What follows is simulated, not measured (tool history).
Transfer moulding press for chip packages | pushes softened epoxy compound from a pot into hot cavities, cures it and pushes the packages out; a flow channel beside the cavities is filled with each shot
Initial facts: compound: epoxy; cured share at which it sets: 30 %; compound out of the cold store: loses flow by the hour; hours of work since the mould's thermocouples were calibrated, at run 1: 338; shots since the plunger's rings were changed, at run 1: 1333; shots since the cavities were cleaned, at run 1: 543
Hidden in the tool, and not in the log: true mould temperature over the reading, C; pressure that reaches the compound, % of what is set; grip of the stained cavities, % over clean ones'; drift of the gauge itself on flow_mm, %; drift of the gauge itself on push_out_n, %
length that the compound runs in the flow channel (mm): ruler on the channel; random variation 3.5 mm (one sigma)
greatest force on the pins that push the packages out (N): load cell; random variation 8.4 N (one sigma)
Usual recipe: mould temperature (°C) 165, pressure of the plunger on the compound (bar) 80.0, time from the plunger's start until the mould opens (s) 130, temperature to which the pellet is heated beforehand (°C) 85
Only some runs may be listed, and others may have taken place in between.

| run | hour | mould temperature (°C) | pressure of the plunger on the compound (bar) | time from the plunger's start until the mould opens (s) | temperature to which the pellet is heated beforehand (°C) | hours of work since the mould's thermocouples were calibrated | shots since the plunger's rings were changed | shots since the cavities were cleaned | incoming compound's hours out of the cold store | length that the compound runs in the flow channel (mm) | greatest force on the pins that push the packages out (N) |
|---|---|---|---|---|---|---|---|---|---|---|---|
| 1 | 0.0 | 165 | 80.0 | 130 | 85 | 338 | 1333 | 543 | 25.0 | 848 | 522 |
|  | 34.0 | cavities cleaned with cleaning compound and waxed |
| 2 | 36.2 | 165 | 80.0 | 130 | 85 | 357 | 1609 | 17 | 35.4 | 790 | 409 |
| 3 | 67.5 | 165 | 80.0 | 130 | 85 | 374 | 1858 | 266 | 8.7 | 938 | 496 |
| 4 | 98.9 | 165 | 80.0 | 159 | 85 | 391 | 2108 | 516 | 16.5 | 897 | 452 |
|  | 134.9 | cavities cleaned with cleaning compound and waxed |
| 5 | 137.3 | 165 | 80.0 | 130 | 85 | 411 | 2402 | 19 | 18.1 | 877 | 405 |
|  | 161.7 | plunger's sealing rings changed |
| 6 | 167.7 | 165 | 80.0 | 130 | 85 | 426 | 47 | 241 | 46.8 | 754 | 471 |
| 7 | 206.2 | 165 | 80.0 | 130 | 85 | 447 | 354 | 548 | 27.0 | 860 | 557 |
|  | 235.5 | mould's thermocouples calibrated |
|  | 240.8 | cavities cleaned with cleaning compound and waxed |
| 8 | 246.8 | 165 | 80.0 | 130 | 85 | 5 | 650 | 49 | 13.5 | 930 | 426 |
| 9 | 288.6 | 165 | 80.0 | 117 | 85 | 28 | 982 | 381 | 42.5 | 768 | 584 |
| 10 | 315.4 | 165 | 80.0 | 130 | 85 | 43 | 1196 | 595 | 28.3 | 835 | 562 |
|  | 344.0 | cavities cleaned with cleaning compound and waxed |
| 11 | 352.4 | 165 | 80.0 | 130 | 85 | 62 | 1479 | 68 | 31.6 | 813 | 437 |
|  | 359.7 | mould's thermocouples calibrated, once more |
| 12 | 394.4 | 165 | 80.0 | 130 | 85 | 19 | 1797 | 386 | 30.5 | 816 | 484 |
| 13 | 417.9 | 165 | 80.0 | 130 | 85 | 32 | 1984 | 573 | 11.4 | 921 | 534 |
|  | 448.3 | cavities cleaned with cleaning compound and waxed |
| 14 | 455.3 | 165 | 80.0 | 130 | 85 | 51 | 2269 | 55 | 43.0 | 742 | 405 |
| 15 | 483.6 | 165 | 80.0 | 130 | 85 | 66 | 2495 | 281 | 24.1 | 846 | 467 |
|  | 494.2 | plunger's sealing rings changed |
| 16 | 508.4 | 165 | 80.0 | 130 | 85 | 79 | 114 | 459 | 12.8 | 936 | 511 |
| 17 | 531.3 | 171 | 63.1 | 169 | 85 | 91 | 296 | 641 | 12.3 | 813 | 427 |
|  | 552.5 | cavities cleaned with cleaning compound and waxed |
| 18 | 565.0 | 165 | 74.6 | 130 | 85 | 109 | 553 | 100 | 43.2 | 732 | 400 |
| 19 | 588.7 | 163 | 97.2 | 127 | 85 | 121 | 742 | 289 | 30.0 | 924 | 526 |
| 20 | 614.7 | 172 | 95.0 | 130 | 85 | 136 | 948 | 495 | 23.5 | 918 | 449 |
| 21 | 643.4 | 172 | 95.0 | 130 | 85 | 151 | 1177 | 724 | 26.9 | 894 | 482 |
|  | 655.0 | cavities cleaned with cleaning compound and waxed |
| 22 | 683.3 | 172 | 89.9 | 130 | 82 | 172 | 1483 | 226 | 31.1 | 841 | 394 |
| 23 | 704.1 | 172 | 73.5 | 165 | 83 | 183 | 1648 | 391 | 14.3 | 845 | 388 |
| 24 | 739.1 | 172 | 73.5 | 165 | 83 | 202 | 1926 | 669 | 38.8 | 719 | 434 |
|  | 757.9 | cavities cleaned with cleaning compound and waxed |
| 25 | 771.5 | 172 | 73.5 | 165 | 83 | 219 | 2173 | 108 | 8.9 | 877 | 327 |
| 26 | 795.0 | 172 | 95.2 | 119 | 83 | 232 | 2360 | 295 | 10.0 | 990 | 415 |
| 27 | 812.9 | 172 | 96.2 | 119 | 91 | 242 | 2503 | 438 | 45.8 | 783 | 439 |
|  | 824.8 | plunger's sealing rings changed |
| 28 | 857.4 | 172 | 96.2 | 119 | 91 | 264 | 260 | 772 | 46.5 | 806 | 469 |

What if the next run were any one of these 3? Each begins from the tool's condition after run 28:
|  | 861.6 | cavities cleaned with cleaning compound and waxed |
| A | 893.7 | 159 | 64.1 | 130 | 76 | 283 | 537 | 256 | 38.8 | ? | ? |
|  | 861.6 | cavities cleaned with cleaning compound and waxed |
| B | 893.7 | 165 | 80.0 | 130 | 85 | 283 | 537 | 256 | 39.6 | ? | ? |
|  | 861.6 | cavities cleaned with cleaning compound and waxed |
| C | 893.7 | 164 | 80.0 | 130 | 87 | 283 | 537 | 256 | 19.0 | ? | ? |

| run | length that the compound runs in the flow channel (mm) | greatest force on the pins that push the packages out (N) |
|---|---|---|
| A | 715 | 642 |
| B | 781 | 460 |
| C | 898 | 505 |
Stripped of hidden state, with their random variation kept, the same runs would have yielded:
| run | length that the compound runs in the flow channel (mm) | greatest force on the pins that push the packages out (N) |
|---|---|---|
| A | 722 | 507 |
| B | 788 | 366 |
| C | 906 | 401 |
